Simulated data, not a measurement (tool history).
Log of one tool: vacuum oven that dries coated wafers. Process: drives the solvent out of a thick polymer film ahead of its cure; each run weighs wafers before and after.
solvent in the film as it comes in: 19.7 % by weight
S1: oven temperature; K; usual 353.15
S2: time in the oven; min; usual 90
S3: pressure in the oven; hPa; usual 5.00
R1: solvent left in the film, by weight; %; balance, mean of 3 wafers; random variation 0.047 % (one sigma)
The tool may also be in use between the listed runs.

Run 1, hour 0.0: usual settings. Result: R1 1.48 %.
Run 2, hour 6.4: usual settings. Result: R1 1.41 %.
Run 3, hour 11.4: usual settings but S3 6.63 hPa. Result: R1 1.57 %.
Run 4, hour 22.3: usual settings but S3 6.63 hPa. Result: R1 1.61 %.
Run 5, hour 30.5: usual settings. Result: R1 1.44 %.
Run 6, hour 38.9: usual settings. Result: R1 1.50 %.
Run 7, hour 48.6: usual settings. Result: R1 1.52 %.
Run 8, hour 55.6: usual settings. Result: R1 1.48 %.
Run 9, hour 63.0: usual settings. Result: R1 1.51 %.
Run 10, hour 74.4: usual settings but S2 131 min. Result: R1 0.70 %.
Run 11, hour 81.1: usual settings but S2 131 min. Result: R1 0.72 %.
Run 12, hour 93.1: usual settings but S2 124 min. Result: R1 0.85 %.
Run 13, hour 102.1: usual settings but S2 124 min. Result: R1 0.81 %.
Run 14, hour 112.1: usual settings but S2 124 min. Result: R1 0.76 %.
Run 15, hour 121.8: usual settings but S2 103 min. Result: R1 1.20 %.
Run 16, hour 133.8: usual settings but S2 103 min. Result: R1 1.09 %.
Run 17, hour 142.9: usual settings but S2 103 min. Result: R1 1.09 %.
Run 18, hour 148.1: usual settings but S2 103 min. Result: R1 1.16 %.
Run 19, hour 154.1: usual settings but S3 3.85 hPa. Result: R1 1.36 %.
Run 20, hour 165.3: usual settings but S2 144 min, S3 16.66 hPa. Result: R1 1.50 %.
Run 21, hour 177.4: usual settings but S1 350.15 K, S2 104 min, S3 3.60 hPa. Result: R1 1.45 %.
Run 22, hour 184.2: usual settings but S1 350.15 K, S2 104 min, S3 3.60 hPa. Result: R1 1.54 %.
Run 23, hour 190.9: usual settings but S1 350.15 K, S2 104 min, S3 3.60 hPa. Result: R1 1.58 %.
Run 24, hour 199.0: usual settings but S1 350.15 K, S2 104 min, S3 3.60 hPa. Result: R1 1.57 %.
Run 25, hour 210.3: usual settings but S1 355.15 K, S2 56 min, S3 3.55 hPa. Result: R1 2.77 %.
Run 26, hour 217.1: usual settings but S1 355.15 K, S2 56 min, S3 3.55 hPa. Result: R1 2.78 %.
Run 27, hour 222.6: usual settings but S1 355.15 K, S2 56 min, S3 3.55 hPa. Result: R1 2.78 %.

Run 28 comes next. What will it give?
Run 28, hour 231.9: usual settings but S1 351.15 K, S2 47 min, S3 9.40 hPa. Result: R1 ?.

{"run 28": {"R1": 5.18}}
Without the tool's hidden state the same run would have given R1 4.85 %.
